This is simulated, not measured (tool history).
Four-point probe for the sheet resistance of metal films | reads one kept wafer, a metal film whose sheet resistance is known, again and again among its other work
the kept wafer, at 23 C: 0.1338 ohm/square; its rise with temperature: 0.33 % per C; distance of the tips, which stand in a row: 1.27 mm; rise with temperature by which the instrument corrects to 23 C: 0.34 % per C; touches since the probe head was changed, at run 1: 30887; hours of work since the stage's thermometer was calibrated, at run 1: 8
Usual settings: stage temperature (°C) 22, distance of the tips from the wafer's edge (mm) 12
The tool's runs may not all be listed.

run	hour	stage temperature (°C)	distance of the tips from the wafer's edge (mm)	touches since the probe head was changed	hours of work since the stage's thermometer was calibrated	sheet resistance as the instrument gives it (ohm/square)
1	0	22	12	30887	8	0.134685
2	37.8	22	28	31926	38	0.133986
3	78.9	22	28	33055	71	0.133979
4	104.5	26	12	33760	91	0.134669
5	154.8	26	12	35141	131	0.134718
6	189.6	27	12	36097	159	0.134709
7	232.4	27	12	37275	193	0.134746
8	272.6	27	12	38379	225	0.134709
9	323	27	12	39764	265	0.134724
10	350.7	22	22	40525	287	0.134188
11	381.7	27	12	41377	311	0.134698
12	406.5	22	12	42059	331	0.13472
13	455.6	20	12	43407	370	0.134777
14	495.2	20	12	44495	401	0.134828
15	520.4	20	12	45188	421	0.134805
16	561.8	20	12	46326	454	0.13483
17	611.1	20	12	47681	493	0.134854
18	632	20	12	48254	510	0.134819
19	680.3	22	12	49582	548	0.13484
20	721	22	12	50701	580	0.134857
21	757.3	22	12	51697	609	0.13487
22	785	22	12	52461	631	0.134881
23	824.9	22	12	53556	663	0.134926
# hour 828.4: stage's thermometer calibrated
24	851.4	25	30	54271	18	0.134181
25	879.5	25	30	55042	41	0.134169
26	926.9	24	11	56345	78	0.134995
27	952.6	22	4	57053	99	0.140944
28	986.2	25	19	57974	125	0.134379
# hour 991.2: stage's thermometer calibrated, once more
29	1015.3	25	19	58761	19	0.134513
30	1057.3	35	12	59916	52	0.134969
31	1081.5	35	12	60581	72	0.134999
32	1106.5	22	12	61267	92	0.13509
33	1137.7	20	44	62126	116	0.134317
34	1165	23	27	62875	138	0.134399
35	1185.9	32	7	63450	155	0.136541
36	1231	22	6	64687	190	0.137399
37	1253.6	34	19	65308	208	0.134536
38	1299.3	34	58	66565	245	0.134283
39	1322.4	34	58	67199	263	0.134278
40	1352.6	21	6	68030	287	0.137477
41	1379.7	21	6	68774	308	0.137498
42	1402.9	25	21	69411	327	0.134517
43	1448.4	31	15	70663	363	0.134822
44	1471.2	31	23	71288	381	0.134509
45	1507.8	22	22	72295	410	0.134627

Hidden state or all else? Some run-to-run changes of sheet resistance as the instrument gives it (ohm/square), split into what the settings, what came in and random variation would give without the hidden state, and what is left for the hidden state (with any gauge scatter that isn't in both results):
The hidden state here: inner tips' distance over the nominal, %; tips' flats over new ones', %; wafer's true temperature over the reading, C; drift of the gauge itself on sheet_ohm, %.
Run 23 -> 24: stage temperature (°C) 22 -> 25, distance of the tips from the wafer's edge (mm) 12 -> 30, stage's thermometer calibrated. sheet resistance as the instrument gives it (ohm/square) -0.000745: hidden state -0.00002, all else -0.000725.
Run 26 -> 27: stage temperature (°C) 24 -> 22, distance of the tips from the wafer's edge (mm) 11 -> 4. sheet resistance as the instrument gives it (ohm/square) +0.005949: hidden state +0.000018, all else +0.005931.
Run 27 -> 28: stage temperature (°C) 22 -> 25, distance of the tips from the wafer's edge (mm) 4 -> 19. sheet resistance as the instrument gives it (ohm/square) -0.006565: hidden state -0.000001, all else -0.006564.
Run 28 -> 29: stage's thermometer calibrated, once more. sheet resistance as the instrument gives it (ohm/square) +0.000134: hidden state +0.000124, all else +0.00001.
Run 39 -> 40: stage temperature (°C) 34 -> 21, distance of the tips from the wafer's edge (mm) 58 -> 6. sheet resistance as the instrument gives it (ohm/square) +0.003199: hidden state +0.000021, all else +0.003178.
